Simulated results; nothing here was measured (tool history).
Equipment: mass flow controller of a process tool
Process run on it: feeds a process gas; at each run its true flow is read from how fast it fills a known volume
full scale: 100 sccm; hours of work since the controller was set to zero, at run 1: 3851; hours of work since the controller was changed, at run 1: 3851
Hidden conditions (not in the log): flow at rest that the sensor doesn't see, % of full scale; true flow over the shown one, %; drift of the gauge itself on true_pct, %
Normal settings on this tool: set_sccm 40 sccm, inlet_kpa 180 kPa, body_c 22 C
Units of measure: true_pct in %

run,hour,set_sccm,inlet_kpa,body_c,hours of work since the controller was set to zero,hours of work since the controller was changed,true_pct
1,0,40,180,22,3851,3851,99.77
2,89.9,40,180,22,3917,3917,99.86
3,218.2,40,180,22,4011,4011,99.89
4,289,40,180,22,4063,4063,99.99
5,390.5,40,180,22,4138,4138,99.89
6,468.5,40,180,28,4195,4195,99.45
7,587.8,40,180,28,4283,4283,99.4
8,678.1,40,180,28,4349,4349,99.67
9,733.9,40,180,28,4390,4390,99.52
10,849.7,40,180,28,4475,4475,99.6
11,980.8,13,180,22,4572,4572,101
12,1111.5,40,182,22,4668,4668,100.06
13,1184.4,40,182,22,4721,4721,100.09
14,1292.7,40,182,22,4801,4801,100.14
15,1422.3,40,203,22,4896,4896,100.29
16,1505.7,40,203,22,4957,4957,100.22
17,1588.8,40,183,22,5018,5018,100.14
18,1696.2,40,180,24,5097,5097,99.98
# hour 1806.2: controller's zero set anew
19,1814.6,40,180,24,6,5184,100.32
20,1943.9,40,180,33,101,5279,99.59
21,2014.5,40,180,33,153,5331,99.78
22,2134.5,40,163,22,241,5419,100.29
23,2224.8,11,163,29,308,5486,102.16
# hour 2257.8: controller's zero set anew, once more
24,2338.3,11,163,29,59,5569,98.6
25,2462.4,13,145,22,150,5660,98.85
26,2570,40,145,34,229,5739,98.57
27,2703.9,18,208,32,328,5837,98.59
28,2818.5,12,241,37,412,5921,98.56
29,2934.2,43,164,36,497,6006,98.66
30,3041.3,43,164,36,576,6085,98.73
31,3151.8,24,202,22,657,6166,99.44
32,3257.8,24,202,22,735,6244,99.65
33,3340.6,40,259,34,796,6305,99.32
34,3414.7,40,259,34,850,6360,99.37
35,3490.2,40,147,36,906,6415,98.62
36,3582.8,40,147,36,974,6483,98.52
37,3674.1,40,147,36,1041,6550,98.54
38,3798.7,40,147,36,1132,6642,98.54
39,3864.3,33,244,39,1181,6690,98.78
40,3931.5,19,244,28,1230,6739,99.44

For each run, the measured value with the value that run would have given without the tool's hidden condition subtracted. The run-to-run variation is shared by both, the gauge scatter possibly not:
run,true_pct
1,+1.17
2,+1.19
3,+1.22
4,+1.23
5,+1.25
6,+1.26
7,+1.29
8,+1.31
9,+1.31
10,+1.34
11,+2.95
12,+1.4
13,+1.4
14,+1.43
15,+1.46
16,+1.47
17,+1.49
18,+1.51
19,+1.74
20,+1.76
21,+1.77
22,+1.8
23,+4.73
24,+1
25,+1.01
26,+0.84
27,+1.01
28,+1.19
29,+0.91
30,+0.93
31,+1.07
32,+1.1
33,+1
34,+1.01
35,+1.03
36,+1.05
37,+1.07
38,+1.09
39,+1.15
40,+1.39
